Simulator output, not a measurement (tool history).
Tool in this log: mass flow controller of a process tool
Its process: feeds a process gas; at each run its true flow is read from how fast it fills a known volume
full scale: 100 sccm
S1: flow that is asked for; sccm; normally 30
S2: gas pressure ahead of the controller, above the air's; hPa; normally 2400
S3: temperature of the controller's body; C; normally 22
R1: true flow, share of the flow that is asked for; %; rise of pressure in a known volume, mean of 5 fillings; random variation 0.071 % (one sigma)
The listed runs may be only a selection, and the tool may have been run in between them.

run	hour	S1	S2	S3	R1
1	0.0	30	2400	22	100.56
2	524.9	30	2400	22	100.76
3	1007.1	30	2400	22	100.87
4	1281.8	30	2400	22	101.04
5	1653.1	30	2390	22	100.95
6	2141.6	30	2390	22	101.06
7	2553.0	30	2390	22	101.44
8	3011.6	14	2400	22	104.36
9	3488.2	30	2480	22	101.58
10	3841.7	30	2480	22	101.58
# hour 3867.1: controller's zero set anew
11	4233.8	30	2480	22	102.35
12	4480.6	11	2400	22	108.89
13	4725.7	66	1590	23	100.24
# hour 5122.0: controller's zero set anew, once more
14	5227.7	66	1590	23	98.39
15	5794.6	15	1590	23	98.71
16	6156.6	19	2020	24	99.14
17	6589.6	30	1830	22	98.74
18	6847.1	30	1530	39	99.44
19	7100.7	99	2670	23	98.66
20	7612.3	99	2670	24	98.68
21	7874.8	30	1410	22	99.00
22	8327.1	30	1410	22	99.00
23	8556.6	30	1410	22	99.14
24	8918.2	30	1410	22	99.25

Alternative continuations, all from the tool just after run 24; predict every row:
A	9279.2	52	2400	34	?
B	9279.2	10	1410	21	?
C	9279.2	24	2700	24	?
D	9279.2	54	1700	33	?

run	R1
A	99.33
B	102.75
C	100.06
D	99.07
Take away the tool's hidden state, keep each run's random variation, and the runs would have read:
run	R1
A	100.28
B	99.33
C	99.79
D	100.05

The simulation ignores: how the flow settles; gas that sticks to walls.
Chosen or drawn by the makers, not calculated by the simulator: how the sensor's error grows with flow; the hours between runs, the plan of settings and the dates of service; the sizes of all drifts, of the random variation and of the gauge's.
